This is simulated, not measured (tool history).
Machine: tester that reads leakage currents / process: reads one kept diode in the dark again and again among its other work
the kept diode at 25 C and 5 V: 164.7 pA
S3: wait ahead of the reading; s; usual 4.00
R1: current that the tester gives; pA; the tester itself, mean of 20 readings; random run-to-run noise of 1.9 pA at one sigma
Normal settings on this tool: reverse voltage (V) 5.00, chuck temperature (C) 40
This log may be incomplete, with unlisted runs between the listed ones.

run 1 hour=0.0 | reverse_voltage_(V)=5.00 chuck_temperature_(C)=40 S3=4.00 | R1=643.28
run 2 hour=35.6 | reverse_voltage_(V)=5.00 chuck_temperature_(C)=40 S3=4.00 | R1=648.95
run 3 hour=68.0 | reverse_voltage_(V)=5.00 chuck_temperature_(C)=40 S3=4.00 | R1=651.95
run 4 hour=128.8 | reverse_voltage_(V)=5.00 chuck_temperature_(C)=40 S3=4.00 | R1=648.47
run 5 hour=181.4 | reverse_voltage_(V)=1.16 chuck_temperature_(C)=40 S3=4.00 | R1=405.55
run 6 hour=209.5 | reverse_voltage_(V)=1.34 chuck_temperature_(C)=40 S3=4.00 | R1=423.89
run 7 hour=267.8 | reverse_voltage_(V)=5.00 chuck_temperature_(C)=40 S3=4.00 | R1=653.30
run 8 hour=321.6 | reverse_voltage_(V)=5.00 chuck_temperature_(C)=40 S3=4.00 | R1=650.95
run 9 hour=351.2 | reverse_voltage_(V)=5.00 chuck_temperature_(C)=40 S3=7.94 | R1=653.03
run 10 hour=414.8 | reverse_voltage_(V)=5.00 chuck_temperature_(C)=40 S3=7.94 | R1=651.38
run 11 hour=447.3 | reverse_voltage_(V)=5.00 chuck_temperature_(C)=40 S3=4.00 | R1=654.98
run 12 hour=511.3 | reverse_voltage_(V)=5.00 chuck_temperature_(C)=40 S3=0.53 | R1=656.86
run 13 hour=547.3 | reverse_voltage_(V)=5.00 chuck_temperature_(C)=40 S3=1.78 | R1=656.37
run 14 hour=606.3 | reverse_voltage_(V)=5.00 chuck_temperature_(C)=40 S3=1.78 | R1=654.38
run 15 hour=665.1 | reverse_voltage_(V)=5.00 chuck_temperature_(C)=27 S3=4.00 | R1=216.70
run 16 hour=718.9 | reverse_voltage_(V)=5.00 chuck_temperature_(C)=40 S3=0.94 | R1=654.15
run 17 hour=778.0 | reverse_voltage_(V)=5.00 chuck_temperature_(C)=40 S3=0.94 | R1=656.67
run 18 hour=830.8 | reverse_voltage_(V)=5.00 chuck_temperature_(C)=40 S3=0.94 | R1=660.12
run 19 hour=873.0 | reverse_voltage_(V)=5.00 chuck_temperature_(C)=40 S3=0.94 | R1=659.12
run 20 hour=902.3 | reverse_voltage_(V)=17.89 chuck_temperature_(C)=35 S3=0.94 | R1=682.00
run 21 hour=955.6 | reverse_voltage_(V)=5.00 chuck_temperature_(C)=29 S3=2.32 | R1=260.95
run 22 hour=1003.1 | reverse_voltage_(V)=1.47 chuck_temperature_(C)=55 S3=2.32 | R1=1459.18
run 23 hour=1068.9 | reverse_voltage_(V)=5.00 chuck_temperature_(C)=34 S3=4.00 | R1=399.67
run 24 hour=1101.5 | reverse_voltage_(V)=5.00 chuck_temperature_(C)=40 S3=0.37 | R1=664.91
run 25 hour=1137.2 | reverse_voltage_(V)=3.86 chuck_temperature_(C)=21 S3=1.97 | R1=119.29
run 26 hour=1189.2 | reverse_voltage_(V)=1.71 chuck_temperature_(C)=57 S3=1.30 | R1=1811.21
run 27 hour=1259.6 | reverse_voltage_(V)=2.43 chuck_temperature_(C)=30 S3=4.00 | R1=215.78
run 28 hour=1322.1 | reverse_voltage_(V)=2.43 chuck_temperature_(C)=30 S3=1.01 | R1=217.03
run 29 hour=1354.6 | reverse_voltage_(V)=4.24 chuck_temperature_(C)=30 S3=1.01 | R1=259.13
run 30 hour=1411.0 | reverse_voltage_(V)=4.24 chuck_temperature_(C)=30 S3=1.01 | R1=260.84
run 31 hour=1439.2 | reverse_voltage_(V)=4.24 chuck_temperature_(C)=30 S3=1.01 | R1=259.60
run 32 hour=1504.6 | reverse_voltage_(V)=11.61 chuck_temperature_(C)=40 S3=0.59 | R1=851.56
run 33 hour=1539.7 | reverse_voltage_(V)=1.93 chuck_temperature_(C)=32 S3=0.67 | R1=241.16
run 34 hour=1597.7 | reverse_voltage_(V)=1.93 chuck_temperature_(C)=22 S3=1.82 | R1=97.17
run 35 hour=1649.1 | reverse_voltage_(V)=1.93 chuck_temperature_(C)=22 S3=1.82 | R1=97.47

Not shown: 1 entry that the log had between the listed runs. Between which runs, and how does the tool's hidden state differ before and after?
Between runs 26 and 27: probe card cleaned and baked (hour 1211.2)
  stray current of the dirty probe card, pA a volt: 2.85 -> 0.052; current scale over the true one, %: -0.54 -> -0.57; true chuck temperature over the reading, C: 0.5 -> 0.51
  measured result minus the result with no hidden state, R1: +62.69 -> +8.67 pA
